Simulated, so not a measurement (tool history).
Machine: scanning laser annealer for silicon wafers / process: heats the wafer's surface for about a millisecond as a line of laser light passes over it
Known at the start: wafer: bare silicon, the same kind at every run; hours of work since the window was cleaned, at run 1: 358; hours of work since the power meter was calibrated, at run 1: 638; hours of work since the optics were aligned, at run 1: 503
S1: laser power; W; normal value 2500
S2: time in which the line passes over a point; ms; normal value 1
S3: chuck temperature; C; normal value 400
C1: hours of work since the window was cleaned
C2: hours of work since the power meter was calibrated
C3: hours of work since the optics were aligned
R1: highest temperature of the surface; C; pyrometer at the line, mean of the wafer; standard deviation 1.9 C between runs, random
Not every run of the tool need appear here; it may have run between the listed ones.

run	day	S1	S2	S3	C1	C2	C3	R1
1	0	2500	1	400	358	638	503	1120
2	2.562	2500	1	398	383	664	529	1121
3	4.225	2500	1	398	400	680	545	1120
4	5.625	2500	1	398	414	694	559	1122
5	6.979	2500	1	398	427	708	573	1121
6	9.317	2500	0.82	400	451	731	596	1061
7	10.433	2500	0.82	400	462	742	607	1064
8	12.212	2500	0.82	400	479	760	625	1064
9	14.821	2500	1.24	400	505	786	651	1195
# day 16.929: window over the wafer cleaned
10	17.254	2500	1.24	400	3	809	674	1196
11	18.725	2338	1.13	429	18	824	689	1137
12	20.621	2338	1.13	429	37	843	708	1143
13	22.817	2338	1.13	429	59	864	730	1138
14	24.9	2407	0.72	400	79	885	750	1003
15	27.438	2407	0.72	400	105	910	776	1001
16	29.15	2154	0.92	400	122	928	793	989
17	31.171	2154	0.92	400	142	948	813	993
18	33.288	2500	1.11	408	163	969	834	1163
19	35.329	2176	1.22	384	183	989	854	1063

How the hidden state differs across the entries between the runs, from the last listed run before each to the first after it:
Between runs 9 and 10: window over the wafer cleaned (day 16.929)
  light that passes the window, % of a clean one's: 99.93 -> 100
